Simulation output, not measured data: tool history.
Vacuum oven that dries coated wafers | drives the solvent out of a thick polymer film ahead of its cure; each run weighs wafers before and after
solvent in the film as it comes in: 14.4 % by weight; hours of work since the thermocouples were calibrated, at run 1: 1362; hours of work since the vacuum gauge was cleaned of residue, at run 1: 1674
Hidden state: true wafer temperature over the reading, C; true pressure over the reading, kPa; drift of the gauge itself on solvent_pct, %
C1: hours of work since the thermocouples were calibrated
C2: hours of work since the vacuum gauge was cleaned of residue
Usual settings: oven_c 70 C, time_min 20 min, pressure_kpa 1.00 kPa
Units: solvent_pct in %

run 1 hour=0.0 | oven_c=70 time_min=20 pressure_kpa=1.00 | C1=1362 C2=1674 | solvent_pct=2.56
run 2 hour=72.9 | oven_c=70 time_min=20 pressure_kpa=1.00 | C1=1407 C2=1719 | solvent_pct=2.61
run 3 hour=107.5 | oven_c=70 time_min=20 pressure_kpa=1.00 | C1=1428 C2=1740 | solvent_pct=2.54
run 4 hour=158.3 | oven_c=70 time_min=20 pressure_kpa=1.00 | C1=1459 C2=1771 | solvent_pct=2.64
run 5 hour=219.9 | oven_c=70 time_min=20 pressure_kpa=1.00 | C1=1497 C2=1809 | solvent_pct=2.58
run 6 hour=259.3 | oven_c=70 time_min=20 pressure_kpa=1.00 | C1=1521 C2=1833 | solvent_pct=2.78
-- hour=271.7 oven's thermocouples calibrated
run 7 hour=334.3 | oven_c=70 time_min=20 pressure_kpa=1.88 | C1=38 C2=1878 | solvent_pct=2.04
run 8 hour=386.4 | oven_c=70 time_min=20 pressure_kpa=1.00 | C1=70 C2=1910 | solvent_pct=1.98
run 9 hour=448.9 | oven_c=70 time_min=12 pressure_kpa=1.00 | C1=109 C2=1948 | solvent_pct=3.86
run 10 hour=507.5 | oven_c=70 time_min=20 pressure_kpa=2.11 | C1=145 C2=1984 | solvent_pct=2.21
run 11 hour=579.5 | oven_c=70 time_min=20 pressure_kpa=1.00 | C1=189 C2=2028 | solvent_pct=1.91
run 12 hour=631.7 | oven_c=70 time_min=20 pressure_kpa=1.00 | C1=221 C2=2060 | solvent_pct=2.03
run 13 hour=693.8 | oven_c=70 time_min=21 pressure_kpa=1.00 | C1=259 C2=2098 | solvent_pct=1.79
run 14 hour=725.3 | oven_c=83 time_min=21 pressure_kpa=1.00 | C1=278 C2=2117 | solvent_pct=0.47
run 15 hour=801.0 | oven_c=83 time_min=21 pressure_kpa=1.00 | C1=324 C2=2164 | solvent_pct=0.64
run 16 hour=872.9 | oven_c=70 time_min=20 pressure_kpa=0.81 | C1=368 C2=2208 | solvent_pct=1.94
run 17 hour=935.0 | oven_c=70 time_min=20 pressure_kpa=0.81 | C1=407 C2=2246 | solvent_pct=1.95
run 18 hour=979.5 | oven_c=70 time_min=20 pressure_kpa=0.81 | C1=434 C2=2273 | solvent_pct=2.06
run 19 hour=1042.3 | oven_c=70 time_min=20 pressure_kpa=0.81 | C1=472 C2=2312 | solvent_pct=2.04
run 20 hour=1106.8 | oven_c=70 time_min=20 pressure_kpa=0.81 | C1=512 C2=2351 | solvent_pct=2.08
run 21 hour=1156.5 | oven_c=70 time_min=20 pressure_kpa=0.93 | C1=542 C2=2382 | solvent_pct=2.22
run 22 hour=1199.9 | oven_c=70 time_min=20 pressure_kpa=0.93 | C1=569 C2=2408 | solvent_pct=2.04
run 23 hour=1265.8 | oven_c=70 time_min=20 pressure_kpa=0.93 | C1=609 C2=2449 | solvent_pct=2.20
run 24 hour=1330.4 | oven_c=62 time_min=29 pressure_kpa=2.87 | C1=649 C2=2488 | solvent_pct=3.33
run 25 hour=1373.1 | oven_c=67 time_min=24 pressure_kpa=1.81 | C1=675 C2=2514 | solvent_pct=2.55
run 26 hour=1427.0 | oven_c=68 time_min=20 pressure_kpa=1.00 | C1=708 C2=2547 | solvent_pct=2.62
run 27 hour=1489.7 | oven_c=68 time_min=20 pressure_kpa=1.00 | C1=747 C2=2586 | solvent_pct=2.62
run 28 hour=1524.3 | oven_c=75 time_min=20 pressure_kpa=0.89 | C1=768 C2=2607 | solvent_pct=1.38
run 29 hour=1583.1 | oven_c=75 time_min=20 pressure_kpa=0.89 | C1=804 C2=2643 | solvent_pct=1.39
run 30 hour=1618.0 | oven_c=75 time_min=20 pressure_kpa=0.89 | C1=825 C2=2665 | solvent_pct=1.55
run 31 hour=1691.7 | oven_c=65 time_min=15 pressure_kpa=3.18 | C1=870 C2=2710 | solvent_pct=5.26
run 32 hour=1735.9 | oven_c=70 time_min=20 pressure_kpa=1.00 | C1=897 C2=2737 | solvent_pct=2.24
-- hour=1766.2 vacuum gauge cleaned of residue and calibrated
run 33 hour=1788.3 | oven_c=68 time_min=18 pressure_kpa=1.64 | C1=929 C2=14 | solvent_pct=3.08
run 34 hour=1835.6 | oven_c=68 time_min=18 pressure_kpa=1.64 | C1=958 C2=43 | solvent_pct=3.06
run 35 hour=1909.2 | oven_c=68 time_min=18 pressure_kpa=1.64 | C1=1003 C2=88 | solvent_pct=3.03
run 36 hour=1944.1 | oven_c=76 time_min=20 pressure_kpa=0.62 | C1=1024 C2=109 | solvent_pct=1.04
run 37 hour=1985.5 | oven_c=76 time_min=20 pressure_kpa=0.62 | C1=1049 C2=134 | solvent_pct=1.10
run 38 hour=2027.1 | oven_c=75 time_min=31 pressure_kpa=0.94 | C1=1075 C2=160 | solvent_pct=0.51
run 39 hour=2060.0 | oven_c=62 time_min=19 pressure_kpa=3.66 | C1=1095 C2=180 | solvent_pct=5.06
run 40 hour=2111.0 | oven_c=56 time_min=10 pressure_kpa=1.02 | C1=1126 C2=211 | solvent_pct=7.72
run 41 hour=2180.8 | oven_c=56 time_min=10 pressure_kpa=1.02 | C1=1169 C2=254 | solvent_pct=7.94
run 42 hour=2234.1 | oven_c=70 time_min=27 pressure_kpa=0.54 | C1=1202 C2=287 | solvent_pct=1.25
run 43 hour=2276.2 | oven_c=70 time_min=27 pressure_kpa=0.54 | C1=1228 C2=313 | solvent_pct=1.25
run 44 hour=2340.0 | oven_c=70 time_min=27 pressure_kpa=0.54 | C1=1267 C2=352 | solvent_pct=1.26
run 45 hour=2379.6 | oven_c=70 time_min=20 pressure_kpa=0.54 | C1=1291 C2=376 | solvent_pct=2.09
run 46 hour=2425.3 | oven_c=79 time_min=11 pressure_kpa=0.73 | C1=1319 C2=404 | solvent_pct=2.71

Forecast each of these 5 alternatives for the next run:
run A hour=2492.4 | oven_c=64 time_min=15 pressure_kpa=0.89 | C1=1360 C2=445 | solvent_pct=?
run B hour=2492.4 | oven_c=79 time_min=21 pressure_kpa=0.73 | C1=1360 C2=445 | solvent_pct=?
run C hour=2492.4 | oven_c=70 time_min=11 pressure_kpa=3.00 | C1=1360 C2=445 | solvent_pct=?
run D hour=2492.4 | oven_c=70 time_min=14 pressure_kpa=0.65 | C1=1360 C2=445 | solvent_pct=?
run E hour=2492.4 | oven_c=79 time_min=15 pressure_kpa=0.73 | C1=1360 C2=445 | solvent_pct=?

run=A solvent_pct=4.53
run=B solvent_pct=0.94
run=C solvent_pct=5.17
run=D solvent_pct=3.64
run=E solvent_pct=1.63
Without the tool's hidden state the same runs would have given:
run=A solvent_pct=3.85
run=B solvent_pct=0.68
run=C solvent_pct=4.49
run=D solvent_pct=3.01
run=E solvent_pct=1.22
